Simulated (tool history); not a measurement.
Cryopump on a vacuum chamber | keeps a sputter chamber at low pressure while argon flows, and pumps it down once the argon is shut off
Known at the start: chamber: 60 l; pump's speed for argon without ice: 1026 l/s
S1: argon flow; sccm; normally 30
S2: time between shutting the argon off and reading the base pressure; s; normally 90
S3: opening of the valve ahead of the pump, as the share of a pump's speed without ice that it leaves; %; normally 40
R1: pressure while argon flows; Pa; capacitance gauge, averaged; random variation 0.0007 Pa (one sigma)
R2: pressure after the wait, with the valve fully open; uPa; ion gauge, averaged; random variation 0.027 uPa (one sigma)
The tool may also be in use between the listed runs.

Run 1, hour 0: usual settings. Result: R1 0.1286 Pa, R2 3.75 uPa.
Run 2, hour 28.2: usual settings but S1 12 sccm. Result: R1 0.0501 Pa, R2 3.82 uPa.
Run 3, hour 59.7: usual settings but S2 23 s. Result: R1 0.1303 Pa, R2 6.6 uPa.
Run 4, hour 79.3: usual settings but S2 23 s. Result: R1 0.1303 Pa, R2 6.71 uPa.
Run 5, hour 106.7: usual settings but S2 23 s. Result: R1 0.1293 Pa, R2 6.69 uPa.
Run 6, hour 130.2: usual settings. Result: R1 0.1293 Pa, R2 4 uPa.
Run 7, hour 154.9: usual settings. Result: R1 0.1305 Pa, R2 4.04 uPa.
Run 8, hour 180.3: usual settings. Result: R1 0.1315 Pa, R2 4.16 uPa.
Run 9, hour 212.2: usual settings. Result: R1 0.131 Pa, R2 3.95 uPa.
Run 10, hour 234.1: usual settings but S3 33 %. Result: R1 0.1565 Pa, R2 4.13 uPa.
Run 11, hour 271.2: usual settings but S3 33 %. Result: R1 0.1581 Pa, R2 4.1 uPa.
Run 12, hour 293.7: usual settings but S3 33 %. Result: R1 0.1581 Pa, R2 4.22 uPa.
Run 13, hour 328.3: usual settings but S3 33 %. Result: R1 0.1598 Pa, R2 4.07 uPa.
Run 14, hour 364.8: usual settings but S3 33 %. Result: R1 0.1576 Pa, R2 4.15 uPa.
Run 15, hour 393.1: usual settings but S3 37 %. Result: R1 0.1436 Pa, R2 4.11 uPa.
Run 16, hour 430.5: usual settings but S3 37 %. Result: R1 0.1433 Pa, R2 4.25 uPa.
Run 17, hour 453.2: usual settings but S2 69 s. Result: R1 0.1334 Pa, R2 4.59 uPa.
Run 18, hour 481: usual settings but S2 113 s, S3 34 %. Result: R1 0.1541 Pa, R2 4.05 uPa.
Run 19, hour 513.3: usual settings but S2 113 s, S3 34 %. Result: R1 0.1553 Pa, R2 4.06 uPa.
Run 20, hour 543.9: usual settings but S2 66 s, S3 28 %. Result: R1 0.1863 Pa, R2 4.82 uPa.
Run 21, hour 564.3: usual settings but S2 66 s, S3 28 %. Result: R1 0.1877 Pa, R2 4.9 uPa.
Run 22, hour 599.2: usual settings but S1 16 sccm, S2 66 s, S3 28 %. Result: R1 0.0999 Pa, R2 4.92 uPa.
Run 23, hour 629.7: usual settings but S1 16 sccm, S2 66 s, S3 41 %. Result: R1 0.071 Pa, R2 4.66 uPa.
Run 24, hour 660.2: usual settings but S1 29 sccm, S2 62 s, S3 21 %. Result: R1 0.2396 Pa, R2 4.92 uPa.
Run 25, hour 688.8: usual settings but S1 29 sccm, S2 62 s, S3 21 %. Result: R1 0.2396 Pa, R2 5.05 uPa.
Run 26, hour 709.7: usual settings but S2 32 s, S3 34 %. Result: R1 0.1546 Pa, R2 6.47 uPa.
Run 27, hour 740.9: usual settings but S1 18 sccm, S2 300 s. Result: R1 0.081 Pa, R2 3.99 uPa.
Run 28, hour 777.6: usual settings but S3 41 %. Result: R1 0.1333 Pa, R2 4.7 uPa.
Run 29, hour 805.1: usual settings but S1 35 sccm, S2 29 s, S3 26 %. Result: R1 0.2358 Pa, R2 6.68 uPa.
Run 30, hour 826: usual settings but S1 12 sccm, S2 29 s, S3 26 %. Result: R1 0.0814 Pa, R2 6.87 uPa.
Run 31, hour 858.2: usual settings but S1 12 sccm, S2 29 s, S3 26 %. Result: R1 0.082 Pa, R2 6.98 uPa.
Run 32, hour 884.6: usual settings but S1 12 sccm, S2 29 s, S3 26 %. Result: R1 0.0816 Pa, R2 6.72 uPa.
Run 33, hour 902.8: usual settings but S1 12 sccm, S2 29 s, S3 26 %. Result: R1 0.0812 Pa, R2 6.95 uPa.
Run 34, hour 942.7: usual settings but S1 12 sccm, S2 29 s, S3 26 %. Result: R1 0.0819 Pa, R2 6.96 uPa.

Here are 4 independent what-if runs from the current tool condition. What would each one return?
Run A, hour 963.5: usual settings but S1 50 sccm, S2 177 s, S3 26 %. Result: R1 ?, R2 ?.
Run B, hour 963.5: usual settings but S1 39 sccm, S2 24 s, S3 26 %. Result: R1 ?, R2 ?.
Run C, hour 963.5: usual settings but S1 58 sccm, S2 48 s, S3 42 %. Result: R1 ?, R2 ?.
Run D, hour 963.5: usual settings but S1 18 sccm, S2 230 s. Result: R1 ?, R2 ?.

run      R1    R2
  A  0.3402  4.48
  B  0.2653  7.36
  C  0.2531  5.56
  D  0.0822  4.41
With the hidden condition removed and each run's random variation left untouched, the same runs would have given:
run      R1    R2
  A  0.3167  0.82
  B  0.2469  3.79
  C  0.2259  2.01
  D  0.0738  0.69

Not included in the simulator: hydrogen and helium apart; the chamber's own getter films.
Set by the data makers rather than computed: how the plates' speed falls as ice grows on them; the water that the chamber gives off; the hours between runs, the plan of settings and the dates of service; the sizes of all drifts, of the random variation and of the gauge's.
